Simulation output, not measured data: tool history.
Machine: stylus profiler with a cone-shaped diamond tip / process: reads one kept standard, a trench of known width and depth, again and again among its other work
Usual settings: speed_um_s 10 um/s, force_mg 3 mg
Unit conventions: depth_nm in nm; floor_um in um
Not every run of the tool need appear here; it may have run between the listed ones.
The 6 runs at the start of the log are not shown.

| run | day | speed_um_s | force_mg | scans with this tip | hours of work since the height scale was calibrated | depth_nm | floor_um |
|---|---|---|---|---|---|---|---|
| 7 | 17.138 | 10 | 3 | 4460 | 425 | 1014.06 | 15.61 |
| 8 | 20.208 | 10 | 3 | 4857 | 463 | 1014.35 | 15.59 |
| 9 | 22.379 | 10 | 3 | 5138 | 490 | 1014.17 | 15.55 |
| 10 | 25.8 | 10 | 3 | 5581 | 532 | 1014.38 | 15.52 |
| 11 | 28.825 | 10 | 3 | 5973 | 569 | 1013.9 | 15.56 |
| 12 | 30.854 | 10 | 3 | 6236 | 594 | 1014.25 | 15.52 |
| 13 | 33.879 | 10 | 3 | 6627 | 632 | 1014.5 | 15.48 |
| 14 | 35.571 | 10 | 3.12 | 6846 | 653 | 1014.9 | 15.39 |
| 15 | 37.438 | 10 | 3.12 | 7088 | 676 | 1014.42 | 15.41 |
| 16 | 40.583 | 10 | 3.12 | 7495 | 715 | 1015 | 15.4 |
| 17 | 42.308 | 10 | 3 | 7718 | 736 | 1014.58 | 15.37 |
| 18 | 45.033 | 10 | 5.12 | 8071 | 769 | 1020.61 | 15.32 |
| 19 | 48.6 | 10 | 3 | 8533 | 813 | 1014.7 | 15.33 |
| 20 | 52.35 | 14 | 3 | 9018 | 860 | 1014.93 | 15.3 |
| 21 | 55.679 | 14 | 3 | 9449 | 901 | 1014.96 | 15.31 |
| 22 | 58.725 | 35 | 3 | 9843 | 938 | 1015.33 | 15.19 |
| 23 | 60.383 | 10 | 3 | 10058 | 959 | 1015.13 | 15.22 |

Run 24 comes next. What will it give?
| 24 | 62.262 | 10 | 3 | 10301 | 982 | ? | ? |

depth_nm: 1014.94 nm
floor_um: 15.2 um
Take away the tool's hidden state, keep the run-to-run variation as it was, and the same run would have given depth_nm 1012.89 nm, floor_um 15.97 um.
